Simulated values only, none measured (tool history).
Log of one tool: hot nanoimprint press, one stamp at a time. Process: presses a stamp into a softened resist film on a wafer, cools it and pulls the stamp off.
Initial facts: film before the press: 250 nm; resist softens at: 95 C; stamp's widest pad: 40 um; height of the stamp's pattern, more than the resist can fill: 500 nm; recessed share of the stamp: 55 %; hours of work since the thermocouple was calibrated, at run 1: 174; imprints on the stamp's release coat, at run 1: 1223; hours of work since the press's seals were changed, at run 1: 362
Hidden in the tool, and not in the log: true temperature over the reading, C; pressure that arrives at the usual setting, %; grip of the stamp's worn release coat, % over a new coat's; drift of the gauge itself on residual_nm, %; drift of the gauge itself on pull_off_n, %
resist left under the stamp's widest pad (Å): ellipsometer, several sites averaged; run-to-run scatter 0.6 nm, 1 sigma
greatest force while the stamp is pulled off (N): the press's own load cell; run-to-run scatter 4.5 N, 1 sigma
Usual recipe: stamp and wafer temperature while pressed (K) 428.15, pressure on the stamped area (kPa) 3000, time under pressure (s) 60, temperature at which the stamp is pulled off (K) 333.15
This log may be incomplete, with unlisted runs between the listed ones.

run,day,stamp and wafer temperature while pressed (K),pressure on the stamped area (kPa),time under pressure (s),temperature at which the stamp is pulled off (K),hours of work since the thermocouple was calibrated,imprints on the stamp's release coat,hours of work since the press's seals were changed,resist left under the stamp's widest pad (Å),greatest force while the stamp is pulled off (N)
1,0.000,428.15,3000,60,333.15,174,1223,362,957,220
2,1.129,428.15,3000,60,333.15,195,1314,384,942,225
3,1.742,428.15,3000,60,333.15,207,1363,395,949,220
# day 2.588: stamp cleaned and given a new release coat
4,2.896,428.15,3000,60,333.15,224,24,413,944,217
5,3.708,428.15,3000,98,333.15,240,89,428,770,219
6,4.633,428.15,3000,60,333.15,258,163,446,951,217
7,5.562,428.15,3000,95,333.15,275,238,464,780,220
8,6.088,428.15,3000,95,333.15,285,279,474,777,230
9,6.596,428.15,3000,95,333.15,295,320,483,766,225
10,7.229,428.15,3000,95,333.15,307,371,496,771,222
11,7.792,428.15,3000,95,333.15,318,416,506,775,227
12,8.675,428.15,4360,95,333.15,335,487,523,654,222
13,9.550,428.15,4360,95,323.15,352,557,540,658,242
14,10.500,428.15,4360,95,323.15,370,633,558,655,243
15,11.167,428.15,2170,60,333.15,383,686,571,1096,226
# day 12.088: plate thermocouple calibrated
16,12.088,428.15,3970,60,333.15,0,750,586,839,223
17,12.896,428.15,3970,60,333.15,15,814,602,835,219
18,13.896,428.15,3970,60,333.15,35,894,621,836,220
# day 14.554: press's hydraulic seals changed and the load cell set to zero
19,15.029,428.15,3970,60,333.15,50,958,9,842,226
20,15.783,428.15,3970,82,333.15,64,1019,24,721,225
21,16.733,428.15,3000,60,330.15,82,1095,42,959,223
22,17.862,428.15,2920,77,333.15,104,1185,63,871,223
23,18.650,428.15,2920,77,333.15,119,1248,78,855,219
24,19.750,435.15,2320,31,322.15,140,1336,99,900,251
# day 20.950: stamp cleaned and given a new release coat
25,20.958,435.15,2320,31,322.15,159,1,118,890,242
26,21.933,428.15,3000,117,333.15,177,79,137,708,221
27,23.029,436.15,3000,60,333.15,198,166,157,551,218
28,23.892,420.15,3570,39,339.15,215,235,174,1688,203
29,24.383,423.15,3570,72,339.15,224,275,183,1146,205
30,25.004,419.15,1800,60,333.15,236,324,195,1898,221
31,25.542,438.15,3000,60,333.15,246,367,206,489,224

What if the next run were any one of these 3? Each begins from the tool's condition after run 31:
A,26.329,425.15,3000,60,321.15,261,431,221,?,?
B,26.329,438.15,3000,60,320.15,261,431,221,?,?
C,26.329,428.15,3000,52,333.15,261,431,221,?,?

run,resist left under the stamp's widest pad (Å),greatest force while the stamp is pulled off (N)
A,1145,248
B,495,242
C,1002,224
Had the tool no hidden state, the same runs would have come out as:
run,resist left under the stamp's widest pad (Å),greatest force while the stamp is pulled off (N)
A,1148,247
B,496,241
C,1004,223

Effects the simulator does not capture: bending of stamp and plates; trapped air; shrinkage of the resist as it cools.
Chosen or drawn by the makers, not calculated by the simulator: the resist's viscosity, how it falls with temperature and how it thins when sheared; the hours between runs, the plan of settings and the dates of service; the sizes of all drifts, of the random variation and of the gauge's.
